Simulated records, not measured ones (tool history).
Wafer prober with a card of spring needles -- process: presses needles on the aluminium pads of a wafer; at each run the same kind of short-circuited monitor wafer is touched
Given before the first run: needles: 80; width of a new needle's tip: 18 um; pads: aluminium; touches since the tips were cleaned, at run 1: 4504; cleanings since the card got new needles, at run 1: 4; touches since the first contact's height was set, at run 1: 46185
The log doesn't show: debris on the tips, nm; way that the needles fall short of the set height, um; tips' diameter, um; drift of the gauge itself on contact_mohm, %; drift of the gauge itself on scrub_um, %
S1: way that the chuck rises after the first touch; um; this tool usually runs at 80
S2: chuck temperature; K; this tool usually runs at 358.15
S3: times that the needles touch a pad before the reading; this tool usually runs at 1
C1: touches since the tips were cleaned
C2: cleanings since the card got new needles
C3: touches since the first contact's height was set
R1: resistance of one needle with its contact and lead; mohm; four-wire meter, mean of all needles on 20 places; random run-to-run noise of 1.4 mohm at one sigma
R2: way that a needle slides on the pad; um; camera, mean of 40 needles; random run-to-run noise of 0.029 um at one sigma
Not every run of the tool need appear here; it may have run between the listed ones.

run   hour  S1      S2  S3    C1  C2      C3   R1     R2
  1      0  80  358.15   1  4504   4   46185  117  12.94
      12.4  -- tips cleaned on abrasive film
      32.9  -- tips cleaned on abrasive film
  2   39.7  80  358.15   1  3246   6   65126  118  12.98
      52.3  -- tips cleaned on abrasive film
  3   70.8  80  358.15   1  8875   7   79998  121  12.96
      74.4  -- tips cleaned on abrasive film
      93.9  -- tips cleaned on abrasive film
  4   98.6  80  375.15   1  2245   9   93238  120     13
     114.9  -- tips cleaned on abrasive film
  5    122  80  350.15   1  3384  10  104419  116  13.01
       135  -- tips cleaned on abrasive film
  6  147.9  80  358.15   1  6206  11  116811  117  13.03
     154.5  -- tips cleaned on abrasive film
  7  171.3  64  358.15   1  8044  12  127957  120  10.46
     174.6  -- tips cleaned on abrasive film
     193.4  -- tips cleaned on abrasive film
  8  196.8  73  358.15   1  1624  14  140104  123  11.92
     213.5  -- tips cleaned on abrasive film
     213.8  -- height of the first contact set anew
  9  230.2  80  358.15   2  7837  15    7837  120  13.09
       234  -- tips cleaned on abrasive film
     252.8  -- tips cleaned on abrasive film
 10  256.8  86  358.15   1  1926  17   20510  118  14.03
       273  -- tips cleaned on abrasive film
 11  278.5  86  358.15   1  2632  18   30862  119  14.06
     293.7  -- tips cleaned on abrasive film
     314.9  -- tips cleaned on abrasive film
 12  324.7  86  358.15   1  4706  20   52943  120  14.09
       335  -- tips cleaned on abrasive film
       356  -- tips cleaned on abrasive film
 13  363.8  68  304.15   1  3729  22   71590  113  11.18
     377.5  -- tips cleaned on abrasive film
     396.4  -- tips cleaned on abrasive film
 14    409  90  353.15   2  6030  24   93193  116  14.83
     415.7  -- tips cleaned on abrasive film
     436.4  -- tips cleaned on abrasive film
 15  448.8  90  353.15   2  5915  26  112179  118  14.79
     458.2  -- tips cleaned on abrasive film
     477.1  -- tips cleaned on abrasive film
 16  482.9  90  353.15   2  2783  28  128454  116  14.82
     497.1  -- tips cleaned on abrasive film
 17  505.5  80  351.15   1  4042  29  139274  118  13.15
     517.2  -- tips cleaned on abrasive film
     523.9  -- height of the first contact set anew
     537.8  -- tips cleaned on abrasive film
 18  539.9  80  351.15   3   995  31    7588  117  13.22
     556.8  -- gauge calibrated
     556.9  -- tips cleaned on abrasive film
 19  574.3  86  323.15   1  8366  32   24064  114  13.98
     578.1  -- tips cleaned on abrasive film
     597.3  -- tips cleaned on abrasive film
 20  600.3  66  323.15   3  1410  34   36426  117  10.67
     619.7  -- tips cleaned on abrasive film
 21  631.7  66  315.15   2  5722  35   51445  116  10.71
     639.9  -- tips cleaned on abrasive film
     661.3  -- tips cleaned on abrasive film
 22  667.8  80  375.15   2  3093  37   68662  122  12.98
       684  -- tips cleaned on abrasive film
     702.7  -- tips cleaned on abrasive film
 23    705  75  375.15   1  1110  39   86417  121  12.19
     722.8  -- tips cleaned on abrasive film
     742.5  -- tips cleaned on abrasive film
 24  744.7  75  375.15   1  1031  41  105365  121  12.27

Difference, measured minus no-hidden-state, one row per run. Run-to-run variation is common to both terms; the gauge's own scatter need not be:
run     R2
  1     +0
  2  +0.02
  3  +0.03
  4  +0.04
  5  +0.05
  6  +0.07
  7  +0.06
  8  +0.07
  9   +0.1
 10  +0.12
 11  +0.13
 12  +0.15
 13  +0.13
 14   +0.2
 15  +0.22
 16  +0.23
 17  +0.22
 18  +0.24
 19  +0.01
 20  +0.02
 21  +0.02
 22  +0.05
 23  +0.06
 24  +0.08
R1: within 1 mohm of the measured result in every run.

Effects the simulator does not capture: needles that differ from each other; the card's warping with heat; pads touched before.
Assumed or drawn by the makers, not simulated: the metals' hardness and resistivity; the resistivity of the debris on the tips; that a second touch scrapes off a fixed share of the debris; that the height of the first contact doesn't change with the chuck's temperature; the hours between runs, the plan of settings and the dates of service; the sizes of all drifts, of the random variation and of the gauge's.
